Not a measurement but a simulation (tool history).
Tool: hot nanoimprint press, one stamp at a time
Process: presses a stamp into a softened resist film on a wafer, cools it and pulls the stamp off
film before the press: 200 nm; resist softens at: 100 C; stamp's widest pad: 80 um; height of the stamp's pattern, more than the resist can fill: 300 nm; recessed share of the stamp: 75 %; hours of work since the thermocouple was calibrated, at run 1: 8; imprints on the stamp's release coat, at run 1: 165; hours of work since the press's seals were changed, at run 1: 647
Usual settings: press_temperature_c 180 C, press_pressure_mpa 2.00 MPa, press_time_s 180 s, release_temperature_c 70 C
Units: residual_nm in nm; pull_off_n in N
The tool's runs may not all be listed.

run    hour  press_temperature_c  press_pressure_mpa  press_time_s  release_temperature_c  hours of work since the thermocouple was calibrated  imprints on the stamp's release coat  hours of work since the press's seals were changed  residual_nm  pull_off_n
  1     0.0                  180                2.00           180                     70                                                    8                                   165                                                 647        104.4         172
  2    62.9                  180                1.62           180                     70                                                   36                                   268                                                 674        113.6         168
  3   111.4                  180                1.62           180                     70                                                   57                                   348                                                 696        112.4         174
  4   186.0                  180                1.62           180                     70                                                   90                                   471                                                 728        112.6         175
  5   239.3                  180                1.62           180                     70                                                  114                                   558                                                 752        111.6         178
  6   297.5                  180                2.00           227                     70                                                  139                                   654                                                 778         93.7         172
      332.9  -- press's hydraulic seals changed and the load cell set to zero
  7   337.4                  180                2.00           227                     70                                                  153                                   706                                                   2         91.4         175
  8   398.7                  180                2.00           227                     70                                                  180                                   807                                                  29         91.3         175
  9   459.6                  180                2.00           227                     70                                                  207                                   907                                                  56         92.5         183
 10   523.3                  180                2.00           177                     70                                                  235                                  1011                                                  84         99.7         184
 11   588.0                  180                2.00           177                     70                                                  264                                  1118                                                 112         98.8         177
 12   652.0                  180                2.00           177                     70                                                  292                                  1223                                                 141         98.1         176
 13   691.5                  180                2.00           177                     70                                                  309                                  1287                                                 158         98.2         189
 14   734.7                  180                2.00           177                     70                                                  328                                  1358                                                 177         98.3         181
      741.4  -- plate thermocouple calibrated
 15   769.8                  180                2.83           180                     70                                                   12                                  1411                                                 191         81.7         184
 16   811.2                  191                2.00           321                     56                                                   31                                  1479                                                 209         53.8         224
 17   854.6                  191                2.00           321                     56                                                   50                                  1550                                                 229         53.0         221
 18   891.3                  171                2.00           136                     56                                                   66                                  1611                                                 245        137.3         222
 19   946.0                  179                2.00           248                     70                                                   90                                  1700                                                 269         88.4         182
 20   995.1                  185                2.00           330                     65                                                  112                                  1781                                                 290         64.5         200
 21  1054.7                  171                2.00           207                     65                                                  138                                  1879                                                 317        122.8         197
 22  1104.9                  171                2.00           207                     65                                                  160                                  1961                                                 339        121.3         209
     1151.0  -- plate thermocouple calibrated, once more
 23  1167.1                  181                2.00           115                     70                                                    7                                  2059                                                 365        114.5         192

5 ways to go on from here, each from the tool as it stands after run 23. What would each give?
  A  1241.9                  187                2.00           115                     76                                                   40                                  2181                                                 398            ?           ?
  B  1241.9                  180                2.00           141                     74                                                   40                                  2181                                                 398            ?           ?
  C  1241.9                  181                2.00           115                     73                                                   40                                  2181                                                 398            ?           ?
  D  1241.9                  180                1.85           180                     70                                                   40                                  2181                                                 398            ?           ?
  E  1241.9                  181                2.00           253                     56                                                   40                                  2181                                                 398            ?           ?

run  residual_nm  pull_off_n
  A         94.2         189
  B        109.7         188
  C        113.9         192
  D        105.1         198
  E         87.1         227
Without the tool's hidden state the same runs would have given:
run  residual_nm  pull_off_n
  A         93.5         160
  B        108.9         159
  C        113.1         162
  D        104.4         168
  E         86.4         192

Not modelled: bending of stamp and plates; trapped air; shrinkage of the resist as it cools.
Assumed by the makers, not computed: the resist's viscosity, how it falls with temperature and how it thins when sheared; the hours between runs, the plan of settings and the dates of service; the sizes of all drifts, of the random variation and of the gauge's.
